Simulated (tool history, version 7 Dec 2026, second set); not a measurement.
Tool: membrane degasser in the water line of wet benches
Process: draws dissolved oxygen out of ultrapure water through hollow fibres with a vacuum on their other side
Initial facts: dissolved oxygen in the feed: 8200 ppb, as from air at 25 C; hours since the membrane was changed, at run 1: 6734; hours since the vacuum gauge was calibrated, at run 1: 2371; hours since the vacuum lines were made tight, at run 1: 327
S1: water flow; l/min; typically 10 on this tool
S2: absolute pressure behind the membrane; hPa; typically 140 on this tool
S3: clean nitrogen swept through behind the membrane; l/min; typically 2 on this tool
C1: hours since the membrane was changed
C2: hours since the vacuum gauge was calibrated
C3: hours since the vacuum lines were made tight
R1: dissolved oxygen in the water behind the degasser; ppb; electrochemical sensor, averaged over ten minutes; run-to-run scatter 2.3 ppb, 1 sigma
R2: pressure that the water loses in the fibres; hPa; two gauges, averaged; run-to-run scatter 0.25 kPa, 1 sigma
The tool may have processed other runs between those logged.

Run 1, hour 0: usual settings; C1 6734; C2 2371; C3 327. Result: R1 231.5 ppb, R2 662 hPa.
Run 2, hour 103.7: usual settings; C1 6838; C2 2474; C3 430. Result: R1 231.3 ppb, R2 664.9 hPa.
Run 3, hour 298.9: usual settings but S2 131 hPa; C1 7033; C2 2670; C3 626. Result: R1 220.1 ppb, R2 664.5 hPa.
Run 4, hour 437.3: usual settings but S3 0.96 l/min; C1 7171; C2 2808; C3 764. Result: R1 356.8 ppb, R2 662.6 hPa.
Run 5, hour 613.5: usual settings but S3 0.96 l/min; C1 7348; C2 2984; C3 940. Result: R1 354.5 ppb, R2 662.6 hPa.
Run 6, hour 843.6: usual settings but S3 0.96 l/min; C1 7578; C2 3214; C3 1170. Result: R1 356.6 ppb, R2 661.8 hPa.
Run 7, hour 1026.2: usual settings but S3 0.96 l/min; C1 7760; C2 3397; C3 1353. Result: R1 355.4 ppb, R2 660.9 hPa.
Run 8, hour 1197: usual settings but S3 0.96 l/min; C1 7931; C2 3568; C3 1524. Result: R1 357 ppb, R2 662.6 hPa.
Run 9, hour 1308.8: usual settings but S2 134 hPa; C1 8043; C2 3680; C3 1635. Result: R1 220.5 ppb, R2 656.3 hPa.
Run 10, hour 1519.9: usual settings but S2 134 hPa; C1 8254; C2 3891; C3 1847. Result: R1 223 ppb, R2 656.3 hPa.
Run 11, hour 1701.2: usual settings but S2 134 hPa; C1 8435; C2 4072; C3 2028. Result: R1 220.3 ppb, R2 654.3 hPa.
Run 12, hour 1801.8: usual settings but S1 14 l/min, S2 160 hPa, S3 1.04 l/min; C1 8536; C2 4173; C3 2128. Result: R1 541.6 ppb, R2 919.6 hPa.
Run 13, hour 1972.5: usual settings but S2 240 hPa, S3 0.89 l/min; C1 8707; C2 4343; C3 2299. Result: R1 603 ppb, R2 649.2 hPa.
Run 14, hour 2092.2: usual settings but S2 240 hPa, S3 0.89 l/min; C1 8826; C2 4463; C3 2419. Result: R1 600.8 ppb, R2 661 hPa.
Run 15, hour 2287.1: usual settings but S1 7 l/min, S2 87 hPa, S3 2.45 l/min; C1 9021; C2 4658; C3 2614. Result: R1 91.4 ppb, R2 459.9 hPa.
Run 16, hour 2395.7: usual settings but S1 14 l/min; C1 9130; C2 4766; C3 2722. Result: R1 343.7 ppb, R2 915.6 hPa.
At hour 2560.9: gauge calibrated.
Run 17, hour 2581.6: usual settings but S1 13 l/min, S3 4.06 l/min; C1 9316; C2 4952; C3 2908. Result: R1 236.8 ppb, R2 867.1 hPa.
Run 18, hour 2784: usual settings but S1 13 l/min, S3 4.06 l/min; C1 9518; C2 5155; C3 3111. Result: R1 239.6 ppb, R2 862.8 hPa.
Run 19, hour 3015.3: usual settings but S1 13 l/min, S3 4.06 l/min; C1 9750; C2 5386; C3 3342. Result: R1 241.2 ppb, R2 864.8 hPa.
Run 20, hour 3250.9: usual settings but S1 11 l/min, S2 103 hPa, S3 2.34 l/min; C1 9985; C2 5622; C3 3577. Result: R1 198 ppb, R2 725.7 hPa.
At hour 3283.2: vacuum gauge calibrated.
Run 21, hour 3355.4: usual settings but S1 6 l/min, S2 230 hPa, S3 1.79 l/min; C1 10089; C2 72; C3 3682. Result: R1 200 ppb, R2 394 hPa.
Run 22, hour 3478.4: usual settings but S1 7 l/min, S2 157 hPa, S3 2.16 l/min; C1 10212; C2 195; C3 3804. Result: R1 152.7 ppb, R2 464 hPa.

Consider 5 possible next runs. They are alternatives, not a sequence: every one starts from the tool as it was left by run 22. What does each give?
Run A, hour 3708.8: usual settings but S1 12 l/min; C1 10443; C2 426; C3 4035. Result: R1 ?, R2 ?.
Run B, hour 3708.8: usual settings but S1 7 l/min, S2 145 hPa, S3 3.86 l/min; C1 10443; C2 426; C3 4035. Result: R1 ?, R2 ?.
Run C, hour 3708.8: usual settings but S1 16 l/min, S2 178 hPa, S3 2.1 l/min; C1 10443; C2 426; C3 4035. Result: R1 ?, R2 ?.
Run D, hour 3708.8: usual settings but S1 11 l/min, S2 134 hPa, S3 1.92 l/min; C1 10443; C2 426; C3 4035. Result: R1 ?, R2 ?.
Run E, hour 3708.8: usual settings but S1 6 l/min; C1 10443; C2 426; C3 4035. Result: R1 ?, R2 ?.

run     R1      R2
  A  295.3   793.9
  B  102.9   464.9
  C  453.5  1055.7
  D  258.6   729.1
  E  118.6     397
Had the tool no hidden state, the same runs would have come out as:
run     R1      R2
  A  294.4   799.6
  B  102.5   468.2
  C  452.3  1063.2
  D  257.8   734.3
  E  118.2   399.9
